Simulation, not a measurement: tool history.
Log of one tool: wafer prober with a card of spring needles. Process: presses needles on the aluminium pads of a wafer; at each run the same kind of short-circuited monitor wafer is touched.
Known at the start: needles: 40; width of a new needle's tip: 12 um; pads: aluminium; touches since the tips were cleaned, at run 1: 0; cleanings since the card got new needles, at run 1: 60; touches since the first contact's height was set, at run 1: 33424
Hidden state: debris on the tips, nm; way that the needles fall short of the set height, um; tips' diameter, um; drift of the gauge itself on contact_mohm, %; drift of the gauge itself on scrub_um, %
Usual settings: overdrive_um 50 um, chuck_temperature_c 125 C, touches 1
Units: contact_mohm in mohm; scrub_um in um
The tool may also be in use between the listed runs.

run	day	overdrive_um	chuck_temperature_c	touches	touches since the tips were cleaned	cleanings since the card got new needles	touches since the first contact's height was set	contact_mohm	scrub_um
1	0.000	50	125	1	0	60	33424	153	6.89
# day 0.371: tips cleaned on abrasive film
# day 0.738: tips cleaned on abrasive film
# day 1.108: tips cleaned on abrasive film
# day 1.404: tips cleaned on abrasive film
# day 1.775: tips cleaned on abrasive film
2	1.800	50	125	1	172	65	46070	160	6.86
# day 2.096: tips cleaned on abrasive film
# day 2.467: tips cleaned on abrasive film
# day 2.762: tips cleaned on abrasive film
# day 3.133: tips cleaned on abrasive film
# day 3.429: tips cleaned on abrasive film
# day 3.800: tips cleaned on abrasive film
3	3.825	50	125	1	197	71	60304	163	6.74
# day 4.125: tips cleaned on abrasive film
# day 4.421: tips cleaned on abrasive film
# day 4.717: tips cleaned on abrasive film
4	4.867	69	125	1	1067	74	67611	166	9.46
# day 5.017: tips cleaned on abrasive film
# day 5.383: tips cleaned on abrasive film
# day 5.754: tips cleaned on abrasive film
# day 6.050: tips cleaned on abrasive film
5	6.296	50	125	1	1737	78	77652	198	6.78
# day 6.375: tips cleaned on abrasive film
# day 6.742: tips cleaned on abrasive film
# day 7.112: tips cleaned on abrasive film
# day 7.408: tips cleaned on abrasive film
6	7.421	50	125	1	82	82	85534	155	6.72
# day 7.717: tips cleaned on abrasive film
# day 8.017: tips cleaned on abrasive film
# day 8.383: tips cleaned on abrasive film
7	8.508	50	125	1	869	85	93162	187	6.71
# day 8.729: tips cleaned on abrasive film
# day 9.100: tips cleaned on abrasive film
# day 9.396: tips cleaned on abrasive film
# day 9.767: tips cleaned on abrasive film
# day 10.138: tips cleaned on abrasive film
# day 10.504: tips cleaned on abrasive film
# day 10.804: tips cleaned on abrasive film
8	10.912	36	125	1	783	92	110060	214	4.73
# day 11.138: tips cleaned on abrasive film
# day 11.504: tips cleaned on abrasive film
# day 11.592: height of the first contact set anew
# day 11.888: tips cleaned on abrasive film
# day 12.183: tips cleaned on abrasive film
# day 12.554: tips cleaned on abrasive film
9	12.721	36	125	1	1176	97	7934	254	4.57
# day 12.871: tips cleaned on abrasive film
# day 13.242: tips cleaned on abrasive film
# day 13.608: tips cleaned on abrasive film
# day 13.904: tips cleaned on abrasive film
10	14.112	36	125	1	1459	101	17710	262	4.50
# day 14.262: tips cleaned on abrasive film
# day 14.633: tips cleaned on abrasive film
# day 14.929: tips cleaned on abrasive film
# day 15.300: tips cleaned on abrasive film
# day 15.596: tips cleaned on abrasive film
# day 15.962: tips cleaned on abrasive film
# day 16.333: tips cleaned on abrasive film
11	16.446	50	125	1	792	108	34097	185	6.40
# day 16.671: tips cleaned on abrasive film
# day 16.967: tips cleaned on abrasive film
# day 17.333: tips cleaned on abrasive film
# day 17.704: tips cleaned on abrasive film
# day 18.075: tips cleaned on abrasive film
# day 18.446: tips cleaned on abrasive film
# day 18.742: tips cleaned on abrasive film
# day 18.929: height of the first contact set anew, once more
12	18.929	50	125	1	1241	115	0	199	6.98
# day 19.079: tips cleaned on abrasive film
# day 19.450: tips cleaned on abrasive film
# day 19.746: tips cleaned on abrasive film
# day 20.117: tips cleaned on abrasive film
# day 20.412: tips cleaned on abrasive film
# day 20.779: tips cleaned on abrasive film
# day 21.079: tips cleaned on abrasive film
# day 21.375: tips cleaned on abrasive film
13	21.379	50	62	1	27	123	17181	143	6.94

Forecast run 14:
# day 21.675: tips cleaned on abrasive film
# day 21.971: tips cleaned on abrasive film
# day 22.342: tips cleaned on abrasive film
# day 22.638: tips cleaned on abrasive film
# day 23.008: tips cleaned on abrasive film
# day 23.379: tips cleaned on abrasive film
# day 23.746: tips cleaned on abrasive film
14	23.817	50	125	3	481	130	34297	?	?

Run 14 gave contact_mohm 158 mohm, scrub_um 6.86 um.
Without the tool's hidden state the same run would have given contact_mohm 147 mohm, scrub_um 6.96 um.
